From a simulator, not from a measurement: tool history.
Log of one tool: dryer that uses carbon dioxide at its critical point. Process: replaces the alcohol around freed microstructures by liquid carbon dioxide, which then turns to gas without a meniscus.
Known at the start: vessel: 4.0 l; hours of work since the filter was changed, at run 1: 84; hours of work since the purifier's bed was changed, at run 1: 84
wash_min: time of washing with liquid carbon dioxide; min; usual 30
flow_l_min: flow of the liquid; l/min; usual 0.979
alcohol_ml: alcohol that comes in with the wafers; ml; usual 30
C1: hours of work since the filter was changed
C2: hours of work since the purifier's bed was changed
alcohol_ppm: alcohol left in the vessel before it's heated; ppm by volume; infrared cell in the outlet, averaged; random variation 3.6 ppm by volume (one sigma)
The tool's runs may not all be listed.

{"run": 1, "hour": 0.0, "wash_min": 30, "flow_l_min": 0.979, "alcohol_ml": 30, "C1": 84, "C2": 84, "alcohol_ppm": 20}
{"run": 2, "hour": 48.7, "wash_min": 30, "flow_l_min": 0.979, "alcohol_ml": 30, "C1": 123, "C2": 123, "alcohol_ppm": 19}
{"run": 3, "hour": 79.1, "wash_min": 30, "flow_l_min": 0.979, "alcohol_ml": 30, "C1": 147, "C2": 147, "alcohol_ppm": 22}
{"run": 4, "hour": 122.3, "wash_min": 30, "flow_l_min": 0.979, "alcohol_ml": 54, "C1": 182, "C2": 182, "alcohol_ppm": 41}
{"run": 5, "hour": 153.1, "wash_min": 30, "flow_l_min": 0.979, "alcohol_ml": 54, "C1": 206, "C2": 206, "alcohol_ppm": 38}
{"run": 6, "hour": 176.1, "wash_min": 30, "flow_l_min": 0.979, "alcohol_ml": 54, "C1": 225, "C2": 225, "alcohol_ppm": 40}
{"run": 7, "hour": 202.2, "wash_min": 30, "flow_l_min": 0.979, "alcohol_ml": 54, "C1": 246, "C2": 246, "alcohol_ppm": 47}
{"run": 8, "hour": 227.2, "wash_min": 30, "flow_l_min": 0.979, "alcohol_ml": 30, "C1": 266, "C2": 266, "alcohol_ppm": 35}
{"run": 9, "hour": 282.5, "wash_min": 30, "flow_l_min": 0.979, "alcohol_ml": 30, "C1": 310, "C2": 310, "alcohol_ppm": 48}
{"run": 10, "hour": 332.2, "wash_min": 30, "flow_l_min": 0.979, "alcohol_ml": 30, "C1": 349, "C2": 349, "alcohol_ppm": 44}
{"run": 11, "hour": 366.6, "wash_min": 30, "flow_l_min": 0.979, "alcohol_ml": 30, "C1": 377, "C2": 377, "alcohol_ppm": 47}
{"run": 12, "hour": 417.0, "wash_min": 30, "flow_l_min": 0.979, "alcohol_ml": 30, "C1": 417, "C2": 417, "alcohol_ppm": 51}
{"run": 13, "hour": 441.1, "wash_min": 30, "flow_l_min": 0.979, "alcohol_ml": 30, "C1": 436, "C2": 436, "alcohol_ppm": 50}
{"run": 14, "hour": 485.2, "wash_min": 30, "flow_l_min": 0.979, "alcohol_ml": 30, "C1": 472, "C2": 472, "alcohol_ppm": 48}
{"run": 15, "hour": 519.8, "wash_min": 39, "flow_l_min": 0.979, "alcohol_ml": 30, "C1": 499, "C2": 499, "alcohol_ppm": 39}
{"run": 16, "hour": 558.0, "wash_min": 30, "flow_l_min": 0.979, "alcohol_ml": 30, "C1": 530, "C2": 530, "alcohol_ppm": 59}
{"hour": 562.4, "done": "inlet filter changed"}
{"run": 17, "hour": 610.4, "wash_min": 30, "flow_l_min": 0.979, "alcohol_ml": 30, "C1": 38, "C2": 571, "alcohol_ppm": 49}
{"run": 18, "hour": 646.7, "wash_min": 30, "flow_l_min": 0.979, "alcohol_ml": 30, "C1": 67, "C2": 600, "alcohol_ppm": 44}
{"run": 19, "hour": 696.2, "wash_min": 30, "flow_l_min": 0.979, "alcohol_ml": 30, "C1": 107, "C2": 640, "alcohol_ppm": 56}
{"run": 20, "hour": 733.4, "wash_min": 30, "flow_l_min": 0.979, "alcohol_ml": 48, "C1": 137, "C2": 669, "alcohol_ppm": 60}
{"run": 21, "hour": 786.8, "wash_min": 30, "flow_l_min": 0.691, "alcohol_ml": 30, "C1": 179, "C2": 712, "alcohol_ppm": 118}
{"run": 22, "hour": 814.1, "wash_min": 30, "flow_l_min": 0.691, "alcohol_ml": 30, "C1": 201, "C2": 734, "alcohol_ppm": 126}
{"run": 23, "hour": 842.4, "wash_min": 30, "flow_l_min": 0.979, "alcohol_ml": 44, "C1": 224, "C2": 757, "alcohol_ppm": 74}
{"run": 24, "hour": 873.0, "wash_min": 30, "flow_l_min": 0.979, "alcohol_ml": 44, "C1": 248, "C2": 781, "alcohol_ppm": 77}
{"hour": 902.0, "done": "purifier's bed changed"}
{"run": 25, "hour": 903.8, "wash_min": 27, "flow_l_min": 0.768, "alcohol_ml": 24, "C1": 271, "C2": 1, "alcohol_ppm": 75}
{"run": 26, "hour": 954.4, "wash_min": 22, "flow_l_min": 0.628, "alcohol_ml": 82, "C1": 311, "C2": 42, "alcohol_ppm": 1109}
{"run": 27, "hour": 999.6, "wash_min": 29, "flow_l_min": 0.997, "alcohol_ml": 100, "C1": 347, "C2": 78, "alcohol_ppm": 74}
{"run": 28, "hour": 1026.7, "wash_min": 46, "flow_l_min": 1.434, "alcohol_ml": 24, "C1": 369, "C2": 100, "alcohol_ppm": 17}
{"run": 29, "hour": 1055.6, "wash_min": 46, "flow_l_min": 1.434, "alcohol_ml": 109, "C1": 392, "C2": 123, "alcohol_ppm": 10}
{"run": 30, "hour": 1078.5, "wash_min": 45, "flow_l_min": 0.662, "alcohol_ml": 30, "C1": 410, "C2": 141, "alcohol_ppm": 29}
{"run": 31, "hour": 1106.8, "wash_min": 23, "flow_l_min": 0.867, "alcohol_ml": 86, "C1": 433, "C2": 164, "alcohol_ppm": 398}
{"run": 32, "hour": 1134.3, "wash_min": 47, "flow_l_min": 0.979, "alcohol_ml": 30, "C1": 455, "C2": 186, "alcohol_ppm": 20}
{"run": 33, "hour": 1186.2, "wash_min": 47, "flow_l_min": 0.979, "alcohol_ml": 30, "C1": 496, "C2": 227, "alcohol_ppm": 16}
{"hour": 1234.3, "done": "inlet filter changed"}
{"run": 34, "hour": 1238.8, "wash_min": 47, "flow_l_min": 0.979, "alcohol_ml": 30, "C1": 4, "C2": 268, "alcohol_ppm": 21}
{"run": 35, "hour": 1275.7, "wash_min": 28, "flow_l_min": 1.572, "alcohol_ml": 20, "C1": 33, "C2": 298, "alcohol_ppm": 16}
{"run": 36, "hour": 1306.0, "wash_min": 32, "flow_l_min": 1.236, "alcohol_ml": 24, "C1": 57, "C2": 322, "alcohol_ppm": 25}
{"run": 37, "hour": 1342.2, "wash_min": 30, "flow_l_min": 1.526, "alcohol_ml": 30, "C1": 86, "C2": 351, "alcohol_ppm": 25}
{"run": 38, "hour": 1367.6, "wash_min": 30, "flow_l_min": 1.526, "alcohol_ml": 45, "C1": 107, "C2": 371, "alcohol_ppm": 24}
{"run": 39, "hour": 1418.3, "wash_min": 30, "flow_l_min": 1.251, "alcohol_ml": 103, "C1": 147, "C2": 412, "alcohol_ppm": 32}
{"run": 40, "hour": 1468.3, "wash_min": 30, "flow_l_min": 1.251, "alcohol_ml": 103, "C1": 187, "C2": 452, "alcohol_ppm": 40}
{"run": 41, "hour": 1508.3, "wash_min": 30, "flow_l_min": 1.251, "alcohol_ml": 103, "C1": 219, "C2": 484, "alcohol_ppm": 41}
{"run": 42, "hour": 1530.7, "wash_min": 28, "flow_l_min": 0.979, "alcohol_ml": 90, "C1": 237, "C2": 502, "alcohol_ppm": 90}
{"run": 43, "hour": 1582.8, "wash_min": 28, "flow_l_min": 0.979, "alcohol_ml": 90, "C1": 279, "C2": 543, "alcohol_ppm": 102}
{"run": 44, "hour": 1615.4, "wash_min": 40, "flow_l_min": 0.979, "alcohol_ml": 90, "C1": 305, "C2": 570, "alcohol_ppm": 48}
{"run": 45, "hour": 1646.3, "wash_min": 35, "flow_l_min": 0.699, "alcohol_ml": 30, "C1": 329, "C2": 594, "alcohol_ppm": 71}
{"run": 46, "hour": 1687.5, "wash_min": 18, "flow_l_min": 1.137, "alcohol_ml": 54, "C1": 362, "C2": 627, "alcohol_ppm": 249}
{"run": 47, "hour": 1737.4, "wash_min": 18, "flow_l_min": 1.137, "alcohol_ml": 54, "C1": 402, "C2": 667, "alcohol_ppm": 258}

Hidden state or all else? Some run-to-run changes of alcohol_ppm, split into what the settings, what came in and random variation would give without the hidden state, and what is left for the hidden state (with any gauge scatter that isn't in both results):
The hidden state here: flow that reaches the vessel past the clogged filter, %; alcohol in the recycled carbon dioxide, ppm; drift of the gauge itself on alcohol_ppm, %.
Run 25 -> 26: wash_min 27 -> 22, flow_l_min 0.768 -> 0.628, alcohol_ml 24 -> 82. alcohol_ppm +1034 ppm by volume: hidden state +290, all else +744.
Run 26 -> 27: wash_min 22 -> 29, flow_l_min 0.628 -> 0.997, alcohol_ml 82 -> 100. alcohol_ppm -1035 ppm by volume: hidden state -278, all else -757.
Run 31 -> 32: wash_min 23 -> 47, flow_l_min 0.867 -> 0.979, alcohol_ml 86 -> 30. alcohol_ppm -378 ppm by volume: hidden state -183, all else -195.
